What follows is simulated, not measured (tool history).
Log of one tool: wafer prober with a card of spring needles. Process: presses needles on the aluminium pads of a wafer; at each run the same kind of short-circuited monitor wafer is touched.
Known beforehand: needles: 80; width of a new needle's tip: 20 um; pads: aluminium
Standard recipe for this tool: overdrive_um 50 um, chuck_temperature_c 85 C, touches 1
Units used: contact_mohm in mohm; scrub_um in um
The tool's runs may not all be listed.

run   hour  overdrive_um  chuck_temperature_c  touches  contact_mohm  scrub_um
  1      0            50                   85        1           221      9.13
       6.7  -- tips cleaned on abrasive film
        22  -- tips cleaned on abrasive film
  2   32.6            50                   85        1           222      9.15
      38.2  -- tips cleaned on abrasive film
      54.5  -- tips cleaned on abrasive film
      69.8  -- tips cleaned on abrasive film
  3   69.9            50                   85        1           218      9.18
      83.2  -- tips cleaned on abrasive film
  4   94.7            50                   85        1           223      9.17
      97.8  -- tips cleaned on abrasive film
     111.1  -- tips cleaned on abrasive film
     126.3  -- tips cleaned on abrasive film
     126.6  -- height of the first contact set anew
  5  139.8            50                   85        1           219      9.14
     143.2  -- tips cleaned on abrasive film
     157.9  -- tips cleaned on abrasive film
     172.4  -- tips cleaned on abrasive film
  6  181.9            50                   85        1           222      9.12
     188.6  -- tips cleaned on abrasive film
     203.3  -- tips cleaned on abrasive film
  7  208.8            50                   40        2           208      9.14

What will run 8 give?
     217.7  -- tips cleaned on abrasive film
     233.4  -- tips cleaned on abrasive film
  8  239.5            50                   40        2             ?         ?

{"run 8": {"contact_mohm": 204, "scrub_um": 9.16}}
Without the tool's hidden state the same run would have given contact_mohm 204 mohm, scrub_um 9.16 um.

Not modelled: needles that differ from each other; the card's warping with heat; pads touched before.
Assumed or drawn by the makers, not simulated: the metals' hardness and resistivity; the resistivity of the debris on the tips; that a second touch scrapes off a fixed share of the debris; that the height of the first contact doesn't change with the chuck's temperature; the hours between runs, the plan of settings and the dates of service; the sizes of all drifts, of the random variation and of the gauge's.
